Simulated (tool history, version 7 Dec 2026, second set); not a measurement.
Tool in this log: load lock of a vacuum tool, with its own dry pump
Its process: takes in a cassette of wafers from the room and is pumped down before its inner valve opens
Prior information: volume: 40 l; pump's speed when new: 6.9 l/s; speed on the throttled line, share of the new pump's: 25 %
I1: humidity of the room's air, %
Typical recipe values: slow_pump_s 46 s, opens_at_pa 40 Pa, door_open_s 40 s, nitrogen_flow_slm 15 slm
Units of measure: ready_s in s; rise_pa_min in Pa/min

run 1 hour=0.0 | slow_pump_s=46 opens_at_pa=40 door_open_s=40 nitrogen_flow_slm=15 | I1=45.1 | ready_s=80.6 rise_pa_min=0.106
run 2 hour=714.7 | slow_pump_s=46 opens_at_pa=40 door_open_s=30 nitrogen_flow_slm=15 | I1=43.7 | ready_s=81.5 rise_pa_min=0.106
run 3 hour=1259.7 | slow_pump_s=46 opens_at_pa=40 door_open_s=30 nitrogen_flow_slm=15 | I1=43.1 | ready_s=81.1 rise_pa_min=0.114
run 4 hour=1667.0 | slow_pump_s=46 opens_at_pa=40 door_open_s=40 nitrogen_flow_slm=15 | I1=45.8 | ready_s=81.3 rise_pa_min=0.121
run 5 hour=2258.5 | slow_pump_s=46 opens_at_pa=40 door_open_s=40 nitrogen_flow_slm=15 | I1=47.3 | ready_s=80.7 rise_pa_min=0.131
run 6 hour=2633.5 | slow_pump_s=46 opens_at_pa=40 door_open_s=40 nitrogen_flow_slm=21 | I1=44.3 | ready_s=81.8 rise_pa_min=0.135
run 7 hour=3186.3 | slow_pump_s=46 opens_at_pa=40 door_open_s=40 nitrogen_flow_slm=21 | I1=44.5 | ready_s=83.1 rise_pa_min=0.136
run 8 hour=3640.8 | slow_pump_s=46 opens_at_pa=40 door_open_s=40 nitrogen_flow_slm=21 | I1=45.1 | ready_s=81.8 rise_pa_min=0.134
run 9 hour=3997.3 | slow_pump_s=46 opens_at_pa=40 door_open_s=40 nitrogen_flow_slm=21 | I1=43.3 | ready_s=82.1 rise_pa_min=0.149
run 10 hour=4289.6 | slow_pump_s=62 opens_at_pa=40 door_open_s=40 nitrogen_flow_slm=15 | I1=45.7 | ready_s=94.7 rise_pa_min=0.147
run 11 hour=4625.6 | slow_pump_s=89 opens_at_pa=47 door_open_s=28 nitrogen_flow_slm=4 | I1=47.0 | ready_s=114.2 rise_pa_min=0.157
run 12 hour=4917.8 | slow_pump_s=89 opens_at_pa=47 door_open_s=28 nitrogen_flow_slm=4 | I1=42.2 | ready_s=113.3 rise_pa_min=0.149
run 13 hour=5278.0 | slow_pump_s=38 opens_at_pa=29 door_open_s=216 nitrogen_flow_slm=27 | I1=46.2 | ready_s=79.1 rise_pa_min=0.186
run 14 hour=5660.8 | slow_pump_s=38 opens_at_pa=29 door_open_s=216 nitrogen_flow_slm=27 | I1=41.8 | ready_s=79.3 rise_pa_min=0.191
run 15 hour=6048.3 | slow_pump_s=35 opens_at_pa=40 door_open_s=40 nitrogen_flow_slm=8 | I1=43.7 | ready_s=75.1 rise_pa_min=0.172
run 16 hour=6632.9 | slow_pump_s=28 opens_at_pa=40 door_open_s=31 nitrogen_flow_slm=8 | I1=42.2 | ready_s=71.2 rise_pa_min=0.177
run 17 hour=6925.7 | slow_pump_s=54 opens_at_pa=30 door_open_s=69 nitrogen_flow_slm=15 | I1=43.6 | ready_s=91.3 rise_pa_min=0.184
run 18 hour=7477.4 | slow_pump_s=71 opens_at_pa=40 door_open_s=40 nitrogen_flow_slm=15 | I1=44.1 | ready_s=101.7 rise_pa_min=0.179
run 19 hour=8033.3 | slow_pump_s=72 opens_at_pa=40 door_open_s=139 nitrogen_flow_slm=15 | I1=43.3 | ready_s=101.5 rise_pa_min=0.210
run 20 hour=8424.5 | slow_pump_s=39 opens_at_pa=42 door_open_s=156 nitrogen_flow_slm=42 | I1=44.9 | ready_s=79.7 rise_pa_min=0.212

3 options for the next run, each taken on its own from the tool as it stands now. Forecast them:
run A hour=8838.3 | slow_pump_s=83 opens_at_pa=34 door_open_s=40 nitrogen_flow_slm=21 | I1=44.8 | ready_s=? rise_pa_min=?
run B hour=8838.3 | slow_pump_s=86 opens_at_pa=42 door_open_s=156 nitrogen_flow_slm=42 | I1=44.4 | ready_s=? rise_pa_min=?
run C hour=8838.3 | slow_pump_s=39 opens_at_pa=42 door_open_s=156 nitrogen_flow_slm=42 | I1=45.0 | ready_s=? rise_pa_min=?

run=A ready_s=112.5 rise_pa_min=0.200
run=B ready_s=112.7 rise_pa_min=0.203
run=C ready_s=79.7 rise_pa_min=0.208
Without the tool's hidden state the same runs would have given:
run=A ready_s=108.8 rise_pa_min=0.014
run=B ready_s=109.3 rise_pa_min=0.020
run=C ready_s=74.7 rise_pa_min=0.025
